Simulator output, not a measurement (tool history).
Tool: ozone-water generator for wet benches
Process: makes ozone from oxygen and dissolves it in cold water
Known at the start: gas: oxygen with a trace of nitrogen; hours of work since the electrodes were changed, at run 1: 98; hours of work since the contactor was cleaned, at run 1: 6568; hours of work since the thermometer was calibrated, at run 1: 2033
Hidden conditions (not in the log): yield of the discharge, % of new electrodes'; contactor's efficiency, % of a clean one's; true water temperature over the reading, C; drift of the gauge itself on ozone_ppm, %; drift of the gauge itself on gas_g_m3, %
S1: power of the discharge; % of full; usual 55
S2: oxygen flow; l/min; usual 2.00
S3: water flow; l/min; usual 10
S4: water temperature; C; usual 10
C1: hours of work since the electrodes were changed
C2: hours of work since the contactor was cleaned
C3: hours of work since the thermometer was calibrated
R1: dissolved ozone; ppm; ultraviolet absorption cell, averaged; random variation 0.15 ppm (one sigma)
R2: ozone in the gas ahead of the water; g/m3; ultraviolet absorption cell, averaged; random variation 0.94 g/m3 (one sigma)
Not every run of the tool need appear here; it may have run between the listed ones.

| run | hour | S1 | S2 | S3 | S4 | C1 | C2 | C3 | R1 | R2 |
|---|---|---|---|---|---|---|---|---|---|---|
| 1 | 0.0 | 55 | 2.00 | 10 | 10 | 98 | 6568 | 2033 | 17.6 | 161.5 |
| 2 | 81.0 | 55 | 2.00 | 15 | 10 | 166 | 6635 | 2100 | 11.9 | 158.5 |
| 3 | 159.9 | 55 | 2.00 | 15 | 10 | 231 | 6701 | 2166 | 11.8 | 161.2 |
| 4 | 211.2 | 55 | 2.00 | 15 | 10 | 274 | 6744 | 2209 | 11.8 | 160.6 |
| 5 | 273.0 | 55 | 2.00 | 15 | 10 | 325 | 6795 | 2260 | 11.7 | 157.8 |
| 6 | 356.7 | 55 | 2.00 | 15 | 10 | 395 | 6864 | 2330 | 11.5 | 159.6 |
| 7 | 453.8 | 55 | 2.00 | 15 | 10 | 476 | 6945 | 2410 | 11.7 | 160.7 |
| 8 | 498.6 | 55 | 2.00 | 15 | 10 | 513 | 6982 | 2448 | 11.7 | 161.9 |
|  | 519.3 | contactor cleaned |
| 9 | 572.0 | 55 | 2.00 | 11 | 10 | 571 | 44 | 2505 | 16.6 | 159.9 |
| 10 | 615.4 | 55 | 2.00 | 10 | 5 | 607 | 80 | 2541 | 19.1 | 161.2 |
| 11 | 669.7 | 55 | 2.00 | 10 | 5 | 652 | 125 | 2587 | 19.0 | 159.2 |
| 12 | 763.8 | 55 | 2.00 | 10 | 5 | 730 | 203 | 2665 | 18.8 | 158.5 |
| 13 | 848.0 | 91 | 2.00 | 10 | 5 | 800 | 273 | 2735 | 28.7 | 240.4 |
| 14 | 909.7 | 91 | 2.00 | 10 | 5 | 851 | 325 | 2786 | 28.5 | 241.5 |
| 15 | 1000.2 | 55 | 3.24 | 10 | 10 | 927 | 400 | 2861 | 18.3 | 117.8 |
| 16 | 1074.8 | 55 | 2.00 | 10 | 10 | 989 | 462 | 2923 | 17.9 | 158.6 |
| 17 | 1141.9 | 57 | 1.67 | 10 | 10 | 1044 | 518 | 2979 | 18.3 | 183.0 |
| 18 | 1216.4 | 84 | 2.00 | 10 | 11 | 1106 | 580 | 3041 | 24.9 | 225.9 |
| 19 | 1286.9 | 84 | 2.00 | 14 | 9 | 1165 | 638 | 3100 | 18.2 | 224.7 |
| 20 | 1328.1 | 84 | 2.00 | 14 | 9 | 1199 | 672 | 3134 | 18.1 | 222.0 |
| 21 | 1411.2 | 84 | 2.00 | 13 | 14 | 1268 | 741 | 3203 | 19.2 | 225.0 |
| 22 | 1499.2 | 84 | 2.00 | 13 | 14 | 1341 | 815 | 3276 | 18.7 | 224.9 |
| 23 | 1570.5 | 55 | 1.14 | 10 | 10 | 1401 | 874 | 3335 | 16.8 | 223.6 |
| 24 | 1643.2 | 55 | 2.49 | 10 | 10 | 1461 | 934 | 3396 | 18.1 | 138.9 |
| 25 | 1735.0 | 90 | 2.49 | 10 | 11 | 1537 | 1011 | 3472 | 26.5 | 205.7 |
| 26 | 1794.3 | 90 | 2.49 | 10 | 11 | 1587 | 1060 | 3521 | 26.2 | 204.3 |

For run 27, what comes out?
| 27 | 1870.2 | 90 | 2.49 | 10 | 11 | 1650 | 1123 | 3585 | ? | ? |

{"run 27": {"R1": 26.3, "R2": 206.8}}
Were there no unlogged condition in the tool, this run, its random variation unchanged, would have produced R1 26.9 ppm, R2 209.3 g/m3.
